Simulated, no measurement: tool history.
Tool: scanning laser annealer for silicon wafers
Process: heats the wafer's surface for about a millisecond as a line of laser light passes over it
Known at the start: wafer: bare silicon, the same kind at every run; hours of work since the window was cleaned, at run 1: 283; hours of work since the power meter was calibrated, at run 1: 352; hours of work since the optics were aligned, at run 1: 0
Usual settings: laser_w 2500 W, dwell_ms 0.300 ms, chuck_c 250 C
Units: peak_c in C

run     day  laser_w  dwell_ms  chuck_c  hours of work since the window was cleaned  hours of work since the power meter was calibrated  hours of work since the optics were aligned  peak_c
  1   0.000     2500     0.300      250                                         283                                                 352                                            0     930
  2   0.508     2565     0.300      250                                         288                                                 358                                            6     951
  3   1.296     2565     0.300      250                                         298                                                 367                                           15     951
  4   2.296     2377     0.300      250                                         309                                                 379                                           26     890
  5   3.079     2377     0.300      250                                         318                                                 388                                           35     892
  6   3.575     2161     0.300      250                                         324                                                 393                                           41     823
  7   4.171     2500     0.300      250                                         330                                                 400                                           48     930
      4.508  -- window over the wafer cleaned
  8   4.754     2500     0.300      250                                           3                                                 406                                           54     958
  9   5.458     2500     0.300      250                                          11                                                 414                                           62     960
 10   6.262     2500     0.300      250                                          20                                                 423                                           71     953
 11   7.079     2500     0.370      250                                          29                                                 433                                           80    1037
 12   8.096     2500     0.300      250                                          41                                                 444                                           92     953
 13   8.629     2500     0.300      250                                          47                                                 450                                           98     955
 14   9.183     2500     0.225      250                                          54                                                 457                                          104     850
 15   9.746     2500     0.300      250                                          60                                                 463                                          111     949
 16  10.708     2500     0.300      250                                          71                                                 474                                          122     952
 17  11.704     2500     0.300      250                                          82                                                 486                                          133     946
 18  12.575     2500     0.300      250                                          92                                                 496                                          143     949
 19  13.262     2500     0.300      250                                         100                                                 504                                          151     949
 20  14.050     2500     0.300      250                                         109                                                 513                                          160     947
 21  14.696     2500     0.300      250                                         117                                                 520                                          167     947
 22  15.562     2500     0.300      250                                         127                                                 530                                          177     945
 23  16.271     2500     0.300      250                                         135                                                 538                                          186     942
 24  16.742     2500     0.300      250                                         140                                                 543                                          191     942
 25  17.704     2500     0.300      250                                         151                                                 554                                          202     943
 26  18.125     2587     0.276      250                                         156                                                 559                                          207     936
 27  18.883     2417     0.300      244                                         165                                                 568                                          215     906
 28  19.704     2417     0.300      244                                         174                                                 577                                          225     905
 29  20.646     2417     0.266      251                                         185                                                 588                                          236     873
 30  21.483     2417     0.266      251                                         195                                                 598                                          245     872
 31  22.042     2500     0.328      220                                         201                                                 604                                          252     942
 32  23.029     2663     0.300      250                                         212                                                 615                                          263     989
 33  23.608     2325     0.212      229                                         219                                                 622                                          270     749
 34  24.079     2142     0.224      240                                         224                                                 627                                          275     727
 35  24.858     2684     0.309      250                                         233                                                 636                                          284    1009
 36  25.775     2500     0.245      220                                         244                                                 647                                          294     828
 37  26.796     2500     0.245      220                                         255                                                 659                                          306     829
 38  27.221     2500     0.245      220                                         260                                                 663                                          311     831
 39  27.988     2500     0.314      270                                         269                                                 672                                          320     967
 40  28.512     2370     0.300      238                                         275                                                 678                                          326     879
 41  29.050     2500     0.300      236                                         281                                                 684                                          332     916
 42  29.812     2691     0.370      250                                         290                                                 693                                          341    1080

3 ways to go on from here, each from the tool as it stands after run 42. What would each give?
  A  30.271     2691     0.307      250                                         295                                                 698                                          346       ?
  B  30.271     2691     0.290      250                                         295                                                 698                                          346       ?
  C  30.271     2691     0.259      251                                         295                                                 698                                          346       ?

run  peak_c
  A     997
  B     974
  C     931
Without the tool's hidden state the same runs would have given:
run  peak_c
  A    1029
  B    1005
  C     960
